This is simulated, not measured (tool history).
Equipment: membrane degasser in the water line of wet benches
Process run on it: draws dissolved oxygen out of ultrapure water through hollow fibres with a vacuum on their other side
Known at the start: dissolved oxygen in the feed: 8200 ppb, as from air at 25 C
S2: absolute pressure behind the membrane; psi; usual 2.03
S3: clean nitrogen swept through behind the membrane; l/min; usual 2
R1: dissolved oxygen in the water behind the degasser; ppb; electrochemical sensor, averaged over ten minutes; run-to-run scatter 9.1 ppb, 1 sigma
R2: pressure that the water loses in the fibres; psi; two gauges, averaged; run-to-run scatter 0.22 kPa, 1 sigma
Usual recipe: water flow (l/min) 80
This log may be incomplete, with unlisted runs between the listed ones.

run 1 hour=0 | water_flow_(l/min)=80 S2=2.03 S3=2 | R1=889.9 R2=7.614
run 2 hour=93.2 | water_flow_(l/min)=80 S2=2.03 S3=2 | R1=920.6 R2=7.588
run 3 hour=163.6 | water_flow_(l/min)=80 S2=2.03 S3=2 | R1=893.6 R2=7.617
run 4 hour=233 | water_flow_(l/min)=80 S2=2.03 S3=2 | R1=906.3 R2=7.599
run 5 hour=361.4 | water_flow_(l/min)=80 S2=4.97 S3=2 | R1=2047 R2=7.662
run 6 hour=438.9 | water_flow_(l/min)=80 S2=4.97 S3=2 | R1=2059.5 R2=7.639
run 7 hour=561.2 | water_flow_(l/min)=80 S2=4.97 S3=1.07 | R1=2941.7 R2=7.651
run 8 hour=646 | water_flow_(l/min)=79 S2=1.94 S3=2.19 | R1=813.2 R2=7.559
run 9 hour=705.5 | water_flow_(l/min)=79 S2=1.94 S3=2.19 | R1=823.7 R2=7.506
run 10 hour=829.7 | water_flow_(l/min)=83 S2=2.2 S3=2.19 | R1=952.3 R2=7.91
run 11 hour=921.4 | water_flow_(l/min)=126 S2=3.67 S3=1.89 | R1=2306.7 R2=12.034
run 12 hour=1030.8 | water_flow_(l/min)=95 S2=1.81 S3=2 | R1=948.3 R2=9.018

Forecast each of these 3 alternatives for the next run:
run A hour=1172.9 | water_flow_(l/min)=64 S2=1.46 S3=4.21 | R1=? R2=?
run B hour=1172.9 | water_flow_(l/min)=123 S2=1.81 S3=2.6 | R1=? R2=?
run C hour=1172.9 | water_flow_(l/min)=64 S2=1.81 S3=2 | R1=? R2=?

run=A R1=314.7 R2=6.077
run=B R1=1049.6 R2=11.723
run=C R1=658.4 R2=6.11
Without the tool's unlogged condition, the same runs would have read:
run=A R1=314.6 R2=6.076
run=B R1=1049.3 R2=11.72
run=C R1=658.3 R2=6.109

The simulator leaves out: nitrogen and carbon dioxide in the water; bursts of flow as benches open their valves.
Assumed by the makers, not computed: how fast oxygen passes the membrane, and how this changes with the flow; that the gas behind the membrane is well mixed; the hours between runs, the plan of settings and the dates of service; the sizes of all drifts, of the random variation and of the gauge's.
